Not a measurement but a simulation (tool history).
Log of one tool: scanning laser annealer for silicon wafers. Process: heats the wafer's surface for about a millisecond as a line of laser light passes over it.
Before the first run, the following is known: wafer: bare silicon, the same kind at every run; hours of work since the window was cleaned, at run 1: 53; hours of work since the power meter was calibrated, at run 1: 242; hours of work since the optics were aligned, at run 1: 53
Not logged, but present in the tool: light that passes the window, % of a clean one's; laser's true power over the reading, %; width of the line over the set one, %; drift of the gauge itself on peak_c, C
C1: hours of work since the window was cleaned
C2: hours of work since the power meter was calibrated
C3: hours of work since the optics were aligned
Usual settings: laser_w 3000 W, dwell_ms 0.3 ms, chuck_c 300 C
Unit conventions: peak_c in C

{"run": 1, "hour": 0.0, "laser_w": 3000, "dwell_ms": 0.3, "chuck_c": 300, "C1": 53, "C2": 242, "C3": 53, "peak_c": 1134}
{"run": 2, "hour": 21.3, "laser_w": 2582, "dwell_ms": 0.3, "chuck_c": 300, "C1": 68, "C2": 257, "C3": 68, "peak_c": 993}
{"run": 3, "hour": 31.4, "laser_w": 2582, "dwell_ms": 0.3, "chuck_c": 300, "C1": 75, "C2": 264, "C3": 75, "peak_c": 995}
{"run": 4, "hour": 40.3, "laser_w": 3000, "dwell_ms": 0.3, "chuck_c": 300, "C1": 81, "C2": 270, "C3": 81, "peak_c": 1137}
{"run": 5, "hour": 59.6, "laser_w": 3000, "dwell_ms": 0.3, "chuck_c": 300, "C1": 94, "C2": 284, "C3": 94, "peak_c": 1131}
{"run": 6, "hour": 77.1, "laser_w": 3000, "dwell_ms": 0.3, "chuck_c": 300, "C1": 106, "C2": 296, "C3": 106, "peak_c": 1133}

Run 7 has not been measured yet. What should we expect?
{"run": 7, "hour": 93.2, "laser_w": 2961, "dwell_ms": 0.3, "chuck_c": 300, "C1": 117, "C2": 307, "C3": 117, "peak_c": "?"}

Run 7 produced peak_c 1116 C.
Without the tool's hidden state the same run would have given peak_c 1122 C.
